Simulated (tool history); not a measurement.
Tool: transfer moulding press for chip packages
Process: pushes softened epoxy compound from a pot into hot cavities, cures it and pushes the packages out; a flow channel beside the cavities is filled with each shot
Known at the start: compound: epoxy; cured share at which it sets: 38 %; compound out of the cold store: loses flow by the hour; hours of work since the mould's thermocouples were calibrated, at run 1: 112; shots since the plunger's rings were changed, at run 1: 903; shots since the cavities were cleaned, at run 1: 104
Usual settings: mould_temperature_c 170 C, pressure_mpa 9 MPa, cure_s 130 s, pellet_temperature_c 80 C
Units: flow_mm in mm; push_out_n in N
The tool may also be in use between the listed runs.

| run | day | mould_temperature_c | pressure_mpa | cure_s | pellet_temperature_c | hours of work since the mould's thermocouples were calibrated | shots since the plunger's rings were changed | shots since the cavities were cleaned | incoming compound's hours out of the cold store | flow_mm | push_out_n |
|---|---|---|---|---|---|---|---|---|---|---|---|
| 1 | 0 | 170 | 9 | 130 | 80 | 112 | 903 | 104 | 44.9 | 679 | 219 |
| 2 | 0.188 | 170 | 8.93 | 130 | 80 | 114 | 933 | 134 | 23.3 | 717 | 235 |
| 3 | 0.45 | 165 | 9 | 130 | 80 | 117 | 974 | 175 | 26.8 | 729 | 325 |
| 4 | 0.7 | 165 | 9 | 130 | 80 | 120 | 1014 | 215 | 10.2 | 769 | 339 |
| 5 | 1.008 | 165 | 9 | 130 | 80 | 123 | 1063 | 264 | 23.6 | 744 | 357 |
| 6 | 1.35 | 170 | 9 | 116 | 80 | 127 | 1117 | 318 | 8.7 | 734 | 331 |
| 7 | 1.708 | 170 | 9 | 116 | 80 | 132 | 1174 | 375 | 17.8 | 741 | 350 |
| 8 | 2.004 | 170 | 9 | 130 | 80 | 135 | 1221 | 422 | 46.7 | 679 | 276 |
|  | 2.125 | cavities cleaned with cleaning compound and waxed |
| 9 | 2.471 | 170 | 9 | 130 | 80 | 140 | 1285 | 55 | 12.2 | 731 | 212 |
| 10 | 2.804 | 170 | 9 | 130 | 80 | 144 | 1338 | 108 | 45.6 | 686 | 229 |
| 11 | 3.004 | 170 | 9 | 130 | 80 | 146 | 1370 | 140 | 17 | 724 | 234 |
| 12 | 3.279 | 170 | 9 | 130 | 80 | 149 | 1414 | 184 | 37.6 | 689 | 247 |
| 13 | 3.6 | 170 | 9 | 130 | 80 | 153 | 1465 | 235 | 42.9 | 698 | 244 |
| 14 | 4.012 | 170 | 9 | 130 | 80 | 158 | 1530 | 300 | 34.6 | 688 | 258 |
|  | 4.117 | mould's thermocouples calibrated |
| 15 | 4.433 | 170 | 9 | 130 | 80 | 4 | 1584 | 354 | 23.3 | 722 | 262 |
| 16 | 4.733 | 176 | 9 | 153 | 80 | 7 | 1631 | 401 | 22.6 | 703 | 232 |
|  | 5.004 | cavities cleaned with cleaning compound and waxed |
| 17 | 5.125 | 170 | 7.59 | 132 | 80 | 11 | 1684 | 20 | 9.8 | 680 | 203 |
| 18 | 5.508 | 168 | 8.06 | 161 | 79 | 15 | 1744 | 80 | 8.8 | 700 | 188 |
| 19 | 5.888 | 170 | 9 | 114 | 80 | 20 | 1805 | 141 | 34.3 | 711 | 283 |
| 20 | 6.25 | 170 | 9 | 114 | 80 | 24 | 1862 | 198 | 16.8 | 726 | 302 |
|  | 6.508 | mould's thermocouples calibrated, once more |
| 21 | 6.7 | 170 | 9 | 114 | 80 | 2 | 1920 | 256 | 33.5 | 702 | 314 |
| 22 | 6.896 | 167 | 9 | 130 | 71 | 5 | 1952 | 288 | 32.6 | 707 | 317 |
| 23 | 7.188 | 173 | 10.98 | 127 | 80 | 8 | 1998 | 334 | 20.6 | 779 | 256 |
| 24 | 7.542 | 169 | 9.07 | 159 | 80 | 12 | 2054 | 390 | 25.7 | 710 | 237 |
|  | 7.879 | cavities cleaned with cleaning compound and waxed |
| 25 | 7.888 | 170 | 9 | 130 | 89 | 15 | 2099 | 1 | 9.5 | 731 | 219 |

Forecast run 26:
| 26 | 8.121 | 172 | 9 | 130 | 76 | 18 | 2136 | 38 | 15.7 | ? | ? |

{"run 26": {"flow_mm": 720, "push_out_n": 205}}
Without the tool's hidden state the same run would have given flow_mm 744 mm, push_out_n 196 N.

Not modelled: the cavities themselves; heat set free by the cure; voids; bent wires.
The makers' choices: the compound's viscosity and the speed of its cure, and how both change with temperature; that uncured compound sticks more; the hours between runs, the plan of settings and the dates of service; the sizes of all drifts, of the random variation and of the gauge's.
